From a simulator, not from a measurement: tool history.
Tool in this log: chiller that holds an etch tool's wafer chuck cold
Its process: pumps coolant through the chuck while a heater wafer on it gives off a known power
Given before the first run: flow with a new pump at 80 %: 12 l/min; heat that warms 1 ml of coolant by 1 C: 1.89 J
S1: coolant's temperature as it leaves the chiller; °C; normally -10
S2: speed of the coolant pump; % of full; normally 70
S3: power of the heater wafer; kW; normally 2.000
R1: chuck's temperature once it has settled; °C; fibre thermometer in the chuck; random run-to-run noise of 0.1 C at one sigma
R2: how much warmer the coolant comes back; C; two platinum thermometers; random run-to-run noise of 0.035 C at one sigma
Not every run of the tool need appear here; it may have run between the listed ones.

| run | hour | S1 | S2 | S3 | R1 | R2 |
|---|---|---|---|---|---|---|
| 1 | 0.0 | -10 | 70 | 2.000 | 10.4 | 6.26 |
| 2 | 148.2 | -10 | 70 | 2.000 | 10.7 | 6.29 |
| 3 | 295.5 | -10 | 76 | 2.000 | 9.6 | 5.87 |
| 4 | 383.7 | -10 | 76 | 2.000 | 9.7 | 5.86 |
| 5 | 489.9 | -10 | 76 | 2.000 | 9.8 | 5.93 |
| 6 | 573.8 | -18 | 70 | 2.000 | 3.1 | 6.37 |
| 7 | 668.0 | -18 | 91 | 2.000 | -0.4 | 5.00 |
| 8 | 779.4 | -18 | 91 | 2.000 | -0.3 | 5.07 |
| 9 | 878.7 | -16 | 93 | 2.657 | 6.8 | 6.51 |

Run 10 is up next; what results do you expect?
| 10 | 985.7 | -16 | 93 | 2.657 | ? | ? |

{"run 10": {"R1": 7.1, "R2": 6.61}}
Were there no unlogged condition in the tool, this run, its random variation unchanged, would have produced R1 3.3 °C, R2 6.14 C.

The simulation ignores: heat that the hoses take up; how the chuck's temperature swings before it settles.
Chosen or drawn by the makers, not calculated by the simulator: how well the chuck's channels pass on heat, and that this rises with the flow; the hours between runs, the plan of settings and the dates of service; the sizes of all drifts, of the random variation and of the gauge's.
